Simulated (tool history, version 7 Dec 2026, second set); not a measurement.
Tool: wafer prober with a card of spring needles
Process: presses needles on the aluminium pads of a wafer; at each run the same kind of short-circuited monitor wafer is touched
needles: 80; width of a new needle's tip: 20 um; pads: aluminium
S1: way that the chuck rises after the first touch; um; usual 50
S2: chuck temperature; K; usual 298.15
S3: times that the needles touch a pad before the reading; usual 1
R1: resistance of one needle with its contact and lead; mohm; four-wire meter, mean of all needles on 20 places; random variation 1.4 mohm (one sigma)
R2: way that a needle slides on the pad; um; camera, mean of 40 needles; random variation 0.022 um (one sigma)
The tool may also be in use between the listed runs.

{"run": 1, "hour": 0.0, "S1": 50, "S2": 298.15, "S3": 1, "R1": 279, "R2": 6.7}
{"run": 2, "hour": 16.2, "S1": 50, "S2": 298.15, "S3": 2, "R1": 152, "R2": 6.69}
{"run": 3, "hour": 25.2, "S1": 50, "S2": 298.15, "S3": 2, "R1": 222, "R2": 6.69}
{"run": 4, "hour": 35.3, "S1": 54, "S2": 298.15, "S3": 1, "R1": 325, "R2": 7.28}
{"run": 5, "hour": 46.0, "S1": 54, "S2": 298.15, "S3": 1, "R1": 237, "R2": 7.26}
{"run": 6, "hour": 57.6, "S1": 50, "S2": 298.15, "S3": 2, "R1": 261, "R2": 6.66}
{"run": 7, "hour": 71.6, "S1": 50, "S2": 298.15, "S3": 1, "R1": 289, "R2": 6.69}
{"run": 8, "hour": 80.2, "S1": 50, "S2": 298.15, "S3": 1, "R1": 351, "R2": 6.7}
{"run": 9, "hour": 88.4, "S1": 50, "S2": 298.15, "S3": 1, "R1": 195, "R2": 6.67}
{"run": 10, "hour": 96.0, "S1": 50, "S2": 298.15, "S3": 1, "R1": 290, "R2": 6.67}
{"run": 11, "hour": 112.0, "S1": 50, "S2": 320.15, "S3": 1, "R1": 201, "R2": 6.63}
{"run": 12, "hour": 119.7, "S1": 50, "S2": 320.15, "S3": 1, "R1": 286, "R2": 6.66}
{"run": 13, "hour": 130.9, "S1": 50, "S2": 320.15, "S3": 1, "R1": 373, "R2": 6.65}
{"run": 14, "hour": 147.2, "S1": 50, "S2": 320.15, "S3": 1, "R1": 321, "R2": 6.62}
{"run": 15, "hour": 158.7, "S1": 50, "S2": 298.15, "S3": 1, "R1": 198, "R2": 6.62}
{"run": 16, "hour": 174.0, "S1": 50, "S2": 298.15, "S3": 1, "R1": 357, "R2": 6.66}
{"run": 17, "hour": 181.8, "S1": 50, "S2": 298.15, "S3": 1, "R1": 196, "R2": 6.62}
{"run": 18, "hour": 193.6, "S1": 44, "S2": 298.15, "S3": 1, "R1": 392, "R2": 5.79}
{"run": 19, "hour": 207.5, "S1": 46, "S2": 308.15, "S3": 1, "R1": 245, "R2": 6.07}
{"run": 20, "hour": 219.3, "S1": 30, "S2": 352.15, "S3": 1, "R1": 726, "R2": 3.81}
{"run": 21, "hour": 230.1, "S1": 30, "S2": 340.15, "S3": 1, "R1": 407, "R2": 3.83}
{"run": 22, "hour": 239.7, "S1": 64, "S2": 298.15, "S3": 2, "R1": 190, "R2": 8.55}
{"run": 23, "hour": 251.6, "S1": 67, "S2": 382.15, "S3": 2, "R1": 146, "R2": 8.97}
{"run": 24, "hour": 264.1, "S1": 67, "S2": 382.15, "S3": 2, "R1": 186, "R2": 8.97}
{"run": 25, "hour": 275.2, "S1": 57, "S2": 310.15, "S3": 2, "R1": 148, "R2": 7.57}
{"run": 26, "hour": 283.2, "S1": 57, "S2": 310.15, "S3": 2, "R1": 195, "R2": 7.56}
{"run": 27, "hour": 296.6, "S1": 61, "S2": 298.15, "S3": 2, "R1": 129, "R2": 8.11}
{"run": 28, "hour": 310.3, "S1": 49, "S2": 298.15, "S3": 1, "R1": 331, "R2": 6.46}
{"run": 29, "hour": 326.0, "S1": 67, "S2": 393.15, "S3": 2, "R1": 165, "R2": 8.94}
{"run": 30, "hour": 334.1, "S1": 56, "S2": 349.15, "S3": 1, "R1": 278, "R2": 7.39}
{"run": 31, "hour": 341.9, "S1": 47, "S2": 349.15, "S3": 1, "R1": 406, "R2": 6.19}
{"run": 32, "hour": 352.4, "S1": 47, "S2": 349.15, "S3": 1, "R1": 269, "R2": 6.52}
{"run": 33, "hour": 369.1, "S1": 56, "S2": 325.15, "S3": 1, "R1": 168, "R2": 7.75}
{"run": 34, "hour": 377.9, "S1": 56, "S2": 325.15, "S3": 1, "R1": 251, "R2": 7.7}

Taken out of this log: 17 entries between the listed runs. Where each belongs, and how the hidden state differs across it:
Between runs 1 and 2: tips cleaned on abrasive film (hour 14.1)
  debris on the tips, nm: 80.7 -> 26.1; way that the needles fall short of the set height, um: 1.61 -> 1.67; tips' diameter, um: 20.56 -> 20.58
  measured less the result without the state, R1: +161 -> +33 mohm; R2: -0.22 -> -0.23 um
Between runs 4 and 5: tips cleaned on abrasive film (hour 37.4)
  debris on the tips, nm: 118.8 -> 66.9; way that the needles fall short of the set height, um: 1.67 -> 1.74; tips' diameter, um: 20.58 -> 20.61
  measured less the result without the state, R1: +206 -> +119 mohm; R2: -0.23 -> -0.24 um
Between runs 6 and 7: tips cleaned on abrasive film (hour 60.8)
  debris on the tips, nm: 116.8 -> 82.3; way that the needles fall short of the set height, um: 1.74 -> 1.82; tips' diameter, um: 20.61 -> 20.64
  measured less the result without the state, R1: +142 -> +170 mohm; R2: -0.24 -> -0.25 um
Between runs 8 and 9: tips cleaned on abrasive film (hour 84.3)
  debris on the tips, nm: 115.1 -> 36.7; way that the needles fall short of the set height, um: 1.82 -> 1.9; tips' diameter, um: 20.64 -> 20.67
  measured less the result without the state, R1: +234 -> +77 mohm; R2: -0.25 -> -0.26 um
Between runs 10 and 11: tips cleaned on abrasive film (hour 108.3)
  debris on the tips, nm: 81.7 -> 39.6; way that the needles fall short of the set height, um: 1.9 -> 1.98; tips' diameter, um: 20.67 -> 20.69
  measured less the result without the state, R1: +170 -> +79 mohm; R2: -0.26 -> -0.27 um
Between runs 13 and 14: tips cleaned on abrasive film (hour 132.2)
  debris on the tips, nm: 121.4 -> 97.6; way that the needles fall short of the set height, um: 1.98 -> 2.06; tips' diameter, um: 20.69 -> 20.72
  measured less the result without the state, R1: +247 -> +197 mohm; R2: -0.27 -> -0.29 um
Between runs 14 and 15: tips cleaned on abrasive film (hour 155.5)
  debris on the tips, nm: 97.6 -> 36.4; way that the needles fall short of the set height, um: 2.06 -> 2.15; tips' diameter, um: 20.72 -> 20.75
  measured less the result without the state, R1: +197 -> +78 mohm; R2: -0.29 -> -0.30 um
Between runs 16 and 17: tips cleaned on abrasive film (hour 178.8)
  debris on the tips, nm: 113 -> 36.9; way that the needles fall short of the set height, um: 2.15 -> 2.21; tips' diameter, um: 20.75 -> 20.77
  measured less the result without the state, R1: +237 -> +78 mohm; R2: -0.30 -> -0.31 um
Between runs 18 and 19: tips cleaned on abrasive film (hour 202.0)
  debris on the tips, nm: 99 -> 49; way that the needles fall short of the set height, um: 2.21 -> 2.29; tips' diameter, um: 20.77 -> 20.8
  measured less the result without the state, R1: +270 -> +122 mohm; R2: -0.30 -> -0.32 um
Between runs 20 and 21: tips cleaned on abrasive film (hour 225.4)
  debris on the tips, nm: 106.2 -> 45.3; way that the needles fall short of the set height, um: 2.29 -> 2.35; tips' diameter, um: 20.8 -> 20.82
  measured less the result without the state, R1: +577 -> +260 mohm; R2: -0.32 -> -0.33 um
Between runs 22 and 23: tips cleaned on abrasive film (hour 249.0)
  debris on the tips, nm: 97.6 -> 33.1; way that the needles fall short of the set height, um: 2.35 -> 2.41; tips' diameter, um: 20.82 -> 20.84
  measured less the result without the state, R1: +78 -> +23 mohm; R2: -0.32 -> -0.33 um
Between runs 24 and 25: tips cleaned on abrasive film (hour 272.8)
  debris on the tips, nm: 103.7 -> 30; way that the needles fall short of the set height, um: 2.41 -> 2.51; tips' diameter, um: 20.84 -> 20.88
  measured less the result without the state, R1: +65 -> +31 mohm; R2: -0.33 -> -0.35 um
Between runs 26 and 27: tips cleaned on abrasive film (hour 296.3)
  debris on the tips, nm: 78.3 -> 15.4; way that the needles fall short of the set height, um: 2.51 -> 2.6; tips' diameter, um: 20.88 -> 20.91
  measured less the result without the state, R1: +78 -> +15 mohm; R2: -0.35 -> -0.36 um
Between runs 28 and 29: tips cleaned on abrasive film (hour 319.4)
  debris on the tips, nm: 95.1 -> 54.8; way that the needles fall short of the set height, um: 2.6 -> 2.68; tips' diameter, um: 20.91 -> 20.94
  measured less the result without the state, R1: +213 -> +37 mohm; R2: -0.36 -> -0.37 um
Between runs 31 and 32: tips cleaned on abrasive film (hour 342.9); height of the first contact set anew (hour 352.3)
  debris on the tips, nm: 122.2 -> 68.4; way that the needles fall short of the set height, um: 2.68 -> 0; tips' diameter, um: 20.94 -> 20.97
  measured less the result without the state, R1: +278 -> +139 mohm; R2: -0.38 -> +0.00 um
Between runs 32 and 33: tips cleaned on abrasive film (hour 366.3)
  debris on the tips, nm: 68.4 -> 29.2; way that the needles fall short of the set height, um: 0 -> 0.06; tips' diameter, um: 20.97 -> 20.99
  measured less the result without the state, R1: +139 -> +46 mohm; R2: +0.00 -> -0.01 um
